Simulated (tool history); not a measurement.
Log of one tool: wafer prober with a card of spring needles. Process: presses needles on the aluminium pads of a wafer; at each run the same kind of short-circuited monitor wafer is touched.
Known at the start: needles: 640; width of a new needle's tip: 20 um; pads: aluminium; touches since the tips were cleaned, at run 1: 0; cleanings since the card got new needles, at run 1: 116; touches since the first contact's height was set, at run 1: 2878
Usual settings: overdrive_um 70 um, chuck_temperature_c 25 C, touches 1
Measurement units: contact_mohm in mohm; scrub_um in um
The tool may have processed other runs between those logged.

| run | hour | overdrive_um | chuck_temperature_c | touches | touches since the tips were cleaned | cleanings since the card got new needles | touches since the first contact's height was set | contact_mohm | scrub_um |
|---|---|---|---|---|---|---|---|---|---|
| 1 | 0.0 | 70 | 25 | 1 | 0 | 116 | 2878 | 209 | 13.75 |
|  | 6.8 | tips cleaned on abrasive film |
|  | 13.6 | tips cleaned on abrasive film |
|  | 20.4 | tips cleaned on abrasive film |
|  | 27.3 | tips cleaned on abrasive film |
|  | 34.1 | tips cleaned on abrasive film |
|  | 40.9 | tips cleaned on abrasive film |
|  | 46.6 | tips cleaned on abrasive film |
| 2 | 46.6 | 70 | 25 | 1 | 0 | 123 | 31440 | 207 | 13.62 |
|  | 53.5 | tips cleaned on abrasive film |
|  | 58.9 | tips cleaned on abrasive film |
|  | 65.7 | tips cleaned on abrasive film |
|  | 72.6 | tips cleaned on abrasive film |
|  | 79.4 | tips cleaned on abrasive film |
|  | 86.2 | tips cleaned on abrasive film |
|  | 91.7 | tips cleaned on abrasive film |
| 3 | 96.2 | 70 | 25 | 1 | 2841 | 130 | 61828 | 238 | 13.42 |
|  | 97.7 | tips cleaned on abrasive film |
|  | 104.5 | tips cleaned on abrasive film |
|  | 111.3 | tips cleaned on abrasive film |
|  | 118.1 | tips cleaned on abrasive film |
|  | 124.9 | tips cleaned on abrasive film |
|  | 131.7 | tips cleaned on abrasive film |
|  | 138.6 | tips cleaned on abrasive film |
|  | 145.4 | tips cleaned on abrasive film |
|  | 148.4 | height of the first contact set anew |
|  | 152.5 | tips cleaned on abrasive film |
|  | 159.3 | tips cleaned on abrasive film |
|  | 166.1 | tips cleaned on abrasive film |
|  | 171.6 | tips cleaned on abrasive film |
| 4 | 174.3 | 70 | 25 | 1 | 1679 | 142 | 15870 | 232 | 13.66 |
|  | 178.3 | tips cleaned on abrasive film |
|  | 185.1 | tips cleaned on abrasive film |
|  | 191.9 | tips cleaned on abrasive film |
|  | 198.7 | tips cleaned on abrasive film |
|  | 205.6 | tips cleaned on abrasive film |
|  | 212.4 | tips cleaned on abrasive film |
|  | 219.2 | tips cleaned on abrasive film |
|  | 224.7 | tips cleaned on abrasive film |
|  | 231.5 | tips cleaned on abrasive film |
|  | 238.3 | tips cleaned on abrasive film |
| 5 | 242.3 | 70 | 27 | 1 | 2468 | 152 | 57497 | 242 | 13.49 |
|  | 245.0 | tips cleaned on abrasive film |
|  | 251.9 | tips cleaned on abrasive film |
|  | 258.7 | tips cleaned on abrasive film |
|  | 264.1 | tips cleaned on abrasive film |
|  | 271.0 | tips cleaned on abrasive film |
|  | 276.4 | tips cleaned on abrasive film |
|  | 283.2 | tips cleaned on abrasive film |
|  | 290.1 | tips cleaned on abrasive film |
|  | 296.9 | tips cleaned on abrasive film |
| 6 | 299.1 | 70 | 25 | 1 | 1367 | 161 | 92254 | 227 | 13.32 |
|  | 300.7 | height of the first contact set anew |
|  | 303.5 | tips cleaned on abrasive film |
|  | 309.0 | tips cleaned on abrasive film |
|  | 315.8 | tips cleaned on abrasive film |
|  | 321.3 | tips cleaned on abrasive film |
|  | 328.1 | tips cleaned on abrasive film |
|  | 334.9 | tips cleaned on abrasive film |
|  | 341.7 | tips cleaned on abrasive film |
|  | 348.5 | tips cleaned on abrasive film |
|  | 355.3 | tips cleaned on abrasive film |
| 7 | 357.6 | 70 | 25 | 1 | 1409 | 170 | 34800 | 237 | 13.60 |
|  | 361.7 | tips cleaned on abrasive film |
|  | 368.5 | tips cleaned on abrasive film |
|  | 375.4 | tips cleaned on abrasive film |
|  | 380.8 | tips cleaned on abrasive film |
|  | 387.6 | tips cleaned on abrasive film |
|  | 394.5 | tips cleaned on abrasive film |
|  | 401.3 | tips cleaned on abrasive film |
|  | 408.1 | tips cleaned on abrasive film |
|  | 413.6 | tips cleaned on abrasive film |
|  | 420.4 | tips cleaned on abrasive film |
| 8 | 425.3 | 70 | 25 | 1 | 3091 | 180 | 76290 | 255 | 13.39 |
|  | 426.8 | tips cleaned on abrasive film |
|  | 433.6 | tips cleaned on abrasive film |
|  | 440.4 | tips cleaned on abrasive film |
|  | 447.2 | tips cleaned on abrasive film |
|  | 452.9 | height of the first contact set anew |
|  | 454.3 | tips cleaned on abrasive film |
|  | 461.2 | tips cleaned on abrasive film |
|  | 468.0 | tips cleaned on abrasive film |
|  | 474.8 | tips cleaned on abrasive film |
|  | 481.6 | tips cleaned on abrasive film |
|  | 488.4 | tips cleaned on abrasive film |
| 9 | 489.3 | 70 | 25 | 1 | 528 | 190 | 22232 | 217 | 13.65 |
|  | 494.7 | tips cleaned on abrasive film |
|  | 500.2 | tips cleaned on abrasive film |
|  | 507.0 | tips cleaned on abrasive film |
|  | 512.5 | tips cleaned on abrasive film |
|  | 519.3 | tips cleaned on abrasive film |
|  | 526.1 | tips cleaned on abrasive film |
|  | 532.9 | tips cleaned on abrasive film |
|  | 539.7 | tips cleaned on abrasive film |
|  | 546.6 | tips cleaned on abrasive film |
|  | 553.4 | tips cleaned on abrasive film |
|  | 560.2 | tips cleaned on abrasive film |
|  | 567.0 | tips cleaned on abrasive film |
| 10 | 569.6 | 71 | 25 | 1 | 1600 | 202 | 71412 | 240 | 13.56 |
|  | 573.7 | tips cleaned on abrasive film |
|  | 580.5 | tips cleaned on abrasive film |
|  | 587.3 | tips cleaned on abrasive film |
|  | 592.8 | tips cleaned on abrasive film |
|  | 599.6 | tips cleaned on abrasive film |
|  | 605.3 | height of the first contact set anew |
|  | 606.7 | tips cleaned on abrasive film |
|  | 613.5 | tips cleaned on abrasive film |
|  | 620.4 | tips cleaned on abrasive film |
|  | 625.8 | tips cleaned on abrasive film |
|  | 632.6 | tips cleaned on abrasive film |
| 11 | 634.7 | 71 | 25 | 1 | 1272 | 212 | 17967 | 234 | 13.78 |
|  | 638.8 | tips cleaned on abrasive film |
|  | 645.6 | tips cleaned on abrasive film |
|  | 652.5 | tips cleaned on abrasive film |
|  | 659.3 | tips cleaned on abrasive film |
|  | 666.1 | tips cleaned on abrasive film |
|  | 671.6 | tips cleaned on abrasive film |
|  | 678.4 | tips cleaned on abrasive film |
|  | 685.2 | tips cleaned on abrasive film |
|  | 690.7 | tips cleaned on abrasive film |
|  | 697.5 | tips cleaned on abrasive film |
|  | 704.3 | tips cleaned on abrasive film |
| 12 | 707.8 | 71 | 114 | 1 | 2213 | 223 | 62753 | 263 | 13.59 |
|  | 710.6 | tips cleaned on abrasive film |
|  | 716.1 | tips cleaned on abrasive film |
|  | 722.9 | tips cleaned on abrasive film |
|  | 729.7 | tips cleaned on abrasive film |
|  | 736.5 | tips cleaned on abrasive film |
|  | 743.4 | tips cleaned on abrasive film |
|  | 750.2 | tips cleaned on abrasive film |
|  | 755.6 | tips cleaned on abrasive film |
|  | 758.6 | height of the first contact set anew |
|  | 762.8 | tips cleaned on abrasive film |
|  | 769.6 | tips cleaned on abrasive film |
|  | 776.4 | tips cleaned on abrasive film |
| 13 | 779.1 | 60 | 30 | 1 | 1708 | 234 | 12560 | 260 | 11.72 |
|  | 781.9 | tips cleaned on abrasive film |
|  | 788.7 | tips cleaned on abrasive film |
|  | 795.6 | tips cleaned on abrasive film |
|  | 802.4 | tips cleaned on abrasive film |
|  | 809.2 | tips cleaned on abrasive film |
|  | 816.0 | tips cleaned on abrasive film |
|  | 822.8 | tips cleaned on abrasive film |
| 14 | 825.0 | 58 | 25 | 2 | 1335 | 241 | 40616 | 231 | 11.20 |

Run 15 has not been measured yet. What should we expect?
|  | 829.1 | tips cleaned on abrasive film |
|  | 834.6 | tips cleaned on abrasive film |
|  | 841.4 | tips cleaned on abrasive film |
|  | 848.2 | tips cleaned on abrasive film |
|  | 855.0 | tips cleaned on abrasive film |
|  | 861.8 | tips cleaned on abrasive film |
|  | 868.6 | tips cleaned on abrasive film |
|  | 875.5 | tips cleaned on abrasive film |
|  | 882.3 | tips cleaned on abrasive film |
| 15 | 886.3 | 70 | 25 | 1 | 2484 | 250 | 78161 | ? | ? |

contact_mohm: 260 mohm
scrub_um: 13.36 um
Minus the tool's unlogged condition, the same run would have read contact_mohm 202 mohm, scrub_um 13.74 um.

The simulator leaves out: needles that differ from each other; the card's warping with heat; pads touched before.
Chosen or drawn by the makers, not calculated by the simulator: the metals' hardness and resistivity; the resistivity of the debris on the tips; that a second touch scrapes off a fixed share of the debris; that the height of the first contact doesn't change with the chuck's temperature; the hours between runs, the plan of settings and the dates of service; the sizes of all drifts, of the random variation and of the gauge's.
